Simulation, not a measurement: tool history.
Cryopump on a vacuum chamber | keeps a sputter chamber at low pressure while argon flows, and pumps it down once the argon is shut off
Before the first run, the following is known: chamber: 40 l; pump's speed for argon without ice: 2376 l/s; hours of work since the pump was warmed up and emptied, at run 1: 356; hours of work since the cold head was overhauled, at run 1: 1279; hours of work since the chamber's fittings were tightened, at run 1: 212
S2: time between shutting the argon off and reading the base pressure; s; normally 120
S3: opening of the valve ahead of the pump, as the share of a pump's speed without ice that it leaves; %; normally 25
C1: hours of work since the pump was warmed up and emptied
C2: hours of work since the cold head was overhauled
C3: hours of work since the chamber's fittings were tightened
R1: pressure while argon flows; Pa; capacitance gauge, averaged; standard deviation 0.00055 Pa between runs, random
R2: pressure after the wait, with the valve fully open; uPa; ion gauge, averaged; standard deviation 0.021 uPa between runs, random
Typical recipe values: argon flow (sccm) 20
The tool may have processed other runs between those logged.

{"run": 1, "hour": 0.0, "argon flow (sccm)": 20, "S2": 120, "S3": 25, "C1": 356, "C2": 1279, "C3": 212, "R1": 0.0627, "R2": 0.68}
{"run": 2, "hour": 38.0, "argon flow (sccm)": 20, "S2": 120, "S3": 25, "C1": 380, "C2": 1303, "C3": 235, "R1": 0.0634, "R2": 0.7}
{"run": 3, "hour": 75.0, "argon flow (sccm)": 20, "S2": 120, "S3": 25, "C1": 403, "C2": 1326, "C3": 259, "R1": 0.0627, "R2": 0.72}
{"run": 4, "hour": 117.8, "argon flow (sccm)": 20, "S2": 120, "S3": 25, "C1": 430, "C2": 1353, "C3": 286, "R1": 0.0657, "R2": 0.78}
{"hour": 138.8, "done": "pump warmed up, emptied and cooled again"}
{"run": 5, "hour": 165.5, "argon flow (sccm)": 20, "S2": 120, "S3": 25, "C1": 17, "C2": 1380, "C3": 312, "R1": 0.0583, "R2": 0.59}
{"run": 6, "hour": 212.8, "argon flow (sccm)": 20, "S2": 120, "S3": 25, "C1": 46, "C2": 1410, "C3": 342, "R1": 0.0576, "R2": 0.65}
{"run": 7, "hour": 242.6, "argon flow (sccm)": 20, "S2": 104, "S3": 25, "C1": 65, "C2": 1428, "C3": 361, "R1": 0.0558, "R2": 0.68}
{"run": 8, "hour": 272.2, "argon flow (sccm)": 22, "S2": 42, "S3": 17, "C1": 84, "C2": 1447, "C3": 379, "R1": 0.0927, "R2": 1.03}
{"run": 9, "hour": 316.0, "argon flow (sccm)": 13, "S2": 49, "S3": 25, "C1": 111, "C2": 1474, "C3": 407, "R1": 0.0374, "R2": 0.96}
{"run": 10, "hour": 345.5, "argon flow (sccm)": 13, "S2": 49, "S3": 25, "C1": 130, "C2": 1493, "C3": 425, "R1": 0.0387, "R2": 0.99}
{"run": 11, "hour": 386.5, "argon flow (sccm)": 21, "S2": 215, "S3": 26, "C1": 155, "C2": 1519, "C3": 451, "R1": 0.0596, "R2": 0.64}
{"run": 12, "hour": 425.8, "argon flow (sccm)": 21, "S2": 215, "S3": 26, "C1": 180, "C2": 1543, "C3": 476, "R1": 0.0596, "R2": 0.69}
{"run": 13, "hour": 461.4, "argon flow (sccm)": 20, "S2": 51, "S3": 26, "C1": 202, "C2": 1566, "C3": 498, "R1": 0.0569, "R2": 1.07}

Describe how what the log doesn't record of the tool's condition differs between the last listed run preceding each entry between runs and the first listed run following it.
Runs 4 to 5: pump warmed up, emptied and cooled again (hour 138.8)
  pump's speed, % of a pump's without ice: 67 -> 98.6; cold plate's temperature, K: 12.72 -> 12.73; leak into the chamber, uPa l/s: 902 -> 946
  measured result minus the result with no hidden state, R1: +0.0074 -> +0.0004 Pa; R2: +0.46 -> +0.29 uPa
